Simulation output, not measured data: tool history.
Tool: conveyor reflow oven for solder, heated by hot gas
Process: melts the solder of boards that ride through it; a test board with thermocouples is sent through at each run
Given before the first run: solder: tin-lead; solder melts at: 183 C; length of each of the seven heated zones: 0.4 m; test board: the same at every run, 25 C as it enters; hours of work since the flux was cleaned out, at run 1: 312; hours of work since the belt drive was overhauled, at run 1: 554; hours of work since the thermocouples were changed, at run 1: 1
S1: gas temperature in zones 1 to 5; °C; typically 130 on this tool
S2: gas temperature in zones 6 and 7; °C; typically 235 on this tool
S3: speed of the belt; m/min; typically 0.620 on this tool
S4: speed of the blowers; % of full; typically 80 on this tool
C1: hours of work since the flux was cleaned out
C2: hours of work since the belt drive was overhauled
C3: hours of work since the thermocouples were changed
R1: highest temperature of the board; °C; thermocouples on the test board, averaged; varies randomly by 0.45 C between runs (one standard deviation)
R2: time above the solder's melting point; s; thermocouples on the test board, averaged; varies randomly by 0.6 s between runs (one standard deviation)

{"run": 1, "day": 0.0, "S1": 130, "S2": 235, "S3": 0.62, "S4": 80, "C1": 312, "C2": 554, "C3": 1, "R1": 217.0, "R2": 54.0}
{"run": 2, "day": 1.079, "S1": 130, "S2": 235, "S3": 0.62, "S4": 80, "C1": 332, "C2": 574, "C3": 21, "R1": 217.2, "R2": 54.4}
{"run": 3, "day": 1.592, "S1": 130, "S2": 235, "S3": 0.701, "S4": 80, "C1": 342, "C2": 584, "C3": 31, "R1": 211.9, "R2": 45.3}
{"run": 4, "day": 2.158, "S1": 130, "S2": 235, "S3": 0.62, "S4": 80, "C1": 353, "C2": 595, "C3": 42, "R1": 216.5, "R2": 53.8}
{"run": 5, "day": 2.962, "S1": 130, "S2": 235, "S3": 0.62, "S4": 80, "C1": 368, "C2": 609, "C3": 57, "R1": 216.6, "R2": 55.5}
{"run": 6, "day": 3.592, "S1": 130, "S2": 235, "S3": 0.62, "S4": 80, "C1": 379, "C2": 621, "C3": 68, "R1": 217.0, "R2": 55.0}
{"run": 7, "day": 4.475, "S1": 130, "S2": 235, "S3": 0.62, "S4": 80, "C1": 396, "C2": 638, "C3": 85, "R1": 216.9, "R2": 54.5}
{"run": 8, "day": 4.958, "S1": 130, "S2": 235, "S3": 0.542, "S4": 80, "C1": 405, "C2": 647, "C3": 94, "R1": 220.5, "R2": 66.9}
{"day": 5.433, "done": "flux residue cleaned out of gas plates and filters"}
{"run": 9, "day": 5.954, "S1": 130, "S2": 235, "S3": 0.542, "S4": 80, "C1": 10, "C2": 661, "C3": 108, "R1": 221.3, "R2": 66.2}
{"run": 10, "day": 7.0, "S1": 130, "S2": 234, "S3": 0.62, "S4": 80, "C1": 29, "C2": 681, "C3": 128, "R1": 216.0, "R2": 53.6}
{"run": 11, "day": 7.938, "S1": 130, "S2": 235, "S3": 0.62, "S4": 63, "C1": 47, "C2": 698, "C3": 145, "R1": 212.2, "R2": 50.7}
{"run": 12, "day": 9.025, "S1": 126, "S2": 235, "S3": 0.62, "S4": 80, "C1": 67, "C2": 718, "C3": 165, "R1": 216.8, "R2": 52.0}
{"run": 13, "day": 9.725, "S1": 126, "S2": 235, "S3": 0.62, "S4": 80, "C1": 80, "C2": 731, "C3": 178, "R1": 216.0, "R2": 53.0}
{"run": 14, "day": 10.496, "S1": 130, "S2": 235, "S3": 0.62, "S4": 80, "C1": 94, "C2": 746, "C3": 193, "R1": 217.1, "R2": 54.3}
{"run": 15, "day": 11.183, "S1": 130, "S2": 235, "S3": 0.62, "S4": 80, "C1": 107, "C2": 758, "C3": 205, "R1": 216.7, "R2": 55.1}
{"run": 16, "day": 11.862, "S1": 130, "S2": 235, "S3": 0.62, "S4": 80, "C1": 120, "C2": 771, "C3": 218, "R1": 216.9, "R2": 56.5}
{"run": 17, "day": 12.55, "S1": 130, "S2": 235, "S3": 0.62, "S4": 80, "C1": 132, "C2": 784, "C3": 231, "R1": 216.7, "R2": 55.3}
{"run": 18, "day": 13.225, "S1": 130, "S2": 235, "S3": 0.543, "S4": 65, "C1": 145, "C2": 796, "C3": 243, "R1": 217.7, "R2": 62.4}
{"run": 19, "day": 14.283, "S1": 130, "S2": 235, "S3": 0.543, "S4": 65, "C1": 165, "C2": 816, "C3": 263, "R1": 217.7, "R2": 63.4}
{"run": 20, "day": 14.817, "S1": 127, "S2": 234, "S3": 0.729, "S4": 79, "C1": 175, "C2": 826, "C3": 273, "R1": 208.5, "R2": 39.6}
{"run": 21, "day": 15.321, "S1": 127, "S2": 234, "S3": 0.729, "S4": 79, "C1": 184, "C2": 835, "C3": 282, "R1": 208.8, "R2": 38.7}
{"run": 22, "day": 16.275, "S1": 130, "S2": 243, "S3": 0.554, "S4": 80, "C1": 202, "C2": 853, "C3": 300, "R1": 227.2, "R2": 70.7}
{"run": 23, "day": 17.088, "S1": 129, "S2": 237, "S3": 0.685, "S4": 80, "C1": 217, "C2": 868, "C3": 315, "R1": 214.0, "R2": 47.3}
{"run": 24, "day": 17.579, "S1": 129, "S2": 237, "S3": 0.685, "S4": 80, "C1": 226, "C2": 877, "C3": 324, "R1": 215.1, "R2": 46.2}
{"run": 25, "day": 18.204, "S1": 130, "S2": 244, "S3": 0.705, "S4": 78, "C1": 237, "C2": 889, "C3": 336, "R1": 218.6, "R2": 48.7}
{"run": 26, "day": 18.908, "S1": 130, "S2": 244, "S3": 0.705, "S4": 78, "C1": 251, "C2": 902, "C3": 349, "R1": 218.5, "R2": 48.7}
{"run": 27, "day": 19.471, "S1": 139, "S2": 238, "S3": 0.705, "S4": 78, "C1": 261, "C2": 913, "C3": 360, "R1": 216.7, "R2": 49.0}
{"run": 28, "day": 20.029, "S1": 139, "S2": 238, "S3": 0.705, "S4": 78, "C1": 271, "C2": 923, "C3": 370, "R1": 216.3, "R2": 48.9}
{"run": 29, "day": 20.629, "S1": 139, "S2": 238, "S3": 0.623, "S4": 73, "C1": 283, "C2": 934, "C3": 381, "R1": 218.9, "R2": 58.2}
{"run": 30, "day": 21.667, "S1": 139, "S2": 238, "S3": 0.623, "S4": 73, "C1": 302, "C2": 953, "C3": 400, "R1": 219.6, "R2": 59.1}
{"run": 31, "day": 22.608, "S1": 125, "S2": 248, "S3": 0.541, "S4": 66, "C1": 319, "C2": 971, "C3": 418, "R1": 228.3, "R2": 69.1}

Each row is a separate what-if for the run after 31, all from the same tool condition, not one after another. Results?
{"run": "A", "day": 23.742, "S1": 130, "S2": 235, "S3": 0.703, "S4": 80, "C1": 340, "C2": 992, "C3": 439, "R1": "?", "R2": "?"}
{"run": "B", "day": 23.742, "S1": 125, "S2": 246, "S3": 0.535, "S4": 52, "C1": 340, "C2": 992, "C3": 439, "R1": "?", "R2": "?"}
{"run": "C", "day": 23.742, "S1": 128, "S2": 248, "S3": 0.541, "S4": 64, "C1": 340, "C2": 992, "C3": 439, "R1": "?", "R2": "?"}
{"run": "D", "day": 23.742, "S1": 138, "S2": 245, "S3": 0.62, "S4": 80, "C1": 340, "C2": 992, "C3": 439, "R1": "?", "R2": "?"}

run=A R1=212.8 R2=43.2
run=B R1=222.9 R2=66.6
run=C R1=228.0 R2=71.1
run=D R1=227.5 R2=63.7
What these runs would have given with no unlogged condition in the tool:
run=A R1=213.0 R2=43.3
run=B R1=223.1 R2=66.7
run=C R1=228.2 R2=71.2
run=D R1=227.7 R2=63.8
